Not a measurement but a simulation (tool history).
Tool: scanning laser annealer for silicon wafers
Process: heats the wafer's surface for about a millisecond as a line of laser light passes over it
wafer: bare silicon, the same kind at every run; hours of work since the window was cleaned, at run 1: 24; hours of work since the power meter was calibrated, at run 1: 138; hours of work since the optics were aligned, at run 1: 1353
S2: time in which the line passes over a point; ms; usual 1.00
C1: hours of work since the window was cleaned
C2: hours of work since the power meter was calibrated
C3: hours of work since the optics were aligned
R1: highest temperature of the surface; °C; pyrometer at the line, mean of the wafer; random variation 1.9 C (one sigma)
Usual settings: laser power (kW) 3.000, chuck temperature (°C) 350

run 1 hour=0.0 | laser_power_(kW)=3.000 S2=1.00 chuck_temperature_(°C)=350 | C1=24 C2=138 C3=1353 | R1=1087
run 2 hour=8.1 | laser_power_(kW)=3.000 S2=1.00 chuck_temperature_(°C)=368 | C1=28 C2=142 C3=1358 | R1=1107
run 3 hour=12.4 | laser_power_(kW)=3.000 S2=1.00 chuck_temperature_(°C)=368 | C1=31 C2=145 C3=1360 | R1=1108
run 4 hour=19.1 | laser_power_(kW)=3.000 S2=1.00 chuck_temperature_(°C)=368 | C1=35 C2=149 C3=1364 | R1=1105
run 5 hour=23.9 | laser_power_(kW)=3.000 S2=1.00 chuck_temperature_(°C)=368 | C1=37 C2=152 C3=1367 | R1=1106
run 6 hour=31.2 | laser_power_(kW)=3.000 S2=1.07 chuck_temperature_(°C)=368 | C1=42 C2=156 C3=1371 | R1=1133
run 7 hour=39.9 | laser_power_(kW)=3.000 S2=1.07 chuck_temperature_(°C)=368 | C1=47 C2=161 C3=1376 | R1=1137
run 8 hour=48.9 | laser_power_(kW)=3.000 S2=1.00 chuck_temperature_(°C)=350 | C1=52 C2=166 C3=1381 | R1=1087
run 9 hour=56.8 | laser_power_(kW)=3.000 S2=1.00 chuck_temperature_(°C)=350 | C1=57 C2=171 C3=1386 | R1=1089
run 10 hour=61.3 | laser_power_(kW)=3.172 S2=0.79 chuck_temperature_(°C)=347 | C1=59 C2=173 C3=1389 | R1=1038
run 11 hour=67.3 | laser_power_(kW)=2.853 S2=0.98 chuck_temperature_(°C)=342 | C1=63 C2=177 C3=1392 | R1=1035
run 12 hour=76.8 | laser_power_(kW)=3.212 S2=1.05 chuck_temperature_(°C)=350 | C1=68 C2=182 C3=1398 | R1=1170
run 13 hour=83.9 | laser_power_(kW)=3.101 S2=0.78 chuck_temperature_(°C)=343 | C1=72 C2=186 C3=1402 | R1=1010
run 14 hour=88.4 | laser_power_(kW)=2.682 S2=1.23 chuck_temperature_(°C)=343 | C1=75 C2=189 C3=1404 | R1=1072
run 15 hour=96.1 | laser_power_(kW)=2.854 S2=1.00 chuck_temperature_(°C)=386 | C1=79 C2=194 C3=1409 | R1=1083
run 16 hour=101.4 | laser_power_(kW)=3.011 S2=0.72 chuck_temperature_(°C)=367 | C1=83 C2=197 C3=1412 | R1=989
run 17 hour=111.1 | laser_power_(kW)=2.784 S2=1.02 chuck_temperature_(°C)=358 | C1=88 C2=202 C3=1418 | R1=1043

The same runs without the tool's hidden state, with the same run-to-run variation:
The hidden state here: light that passes the window, % of a clean one's; laser's true power over the reading, %; width of the line over the set one, %; drift of the gauge itself on peak_c, C.
run=1 R1=1093
run=2 R1=1113
run=3 R1=1113
run=4 R1=1110
run=5 R1=1112
run=6 R1=1139
run=7 R1=1143
run=8 R1=1093
run=9 R1=1096
run=10 R1=1044
run=11 R1=1041
run=12 R1=1177
run=13 R1=1017
run=14 R1=1078
run=15 R1=1089
run=16 R1=995
run=17 R1=1050
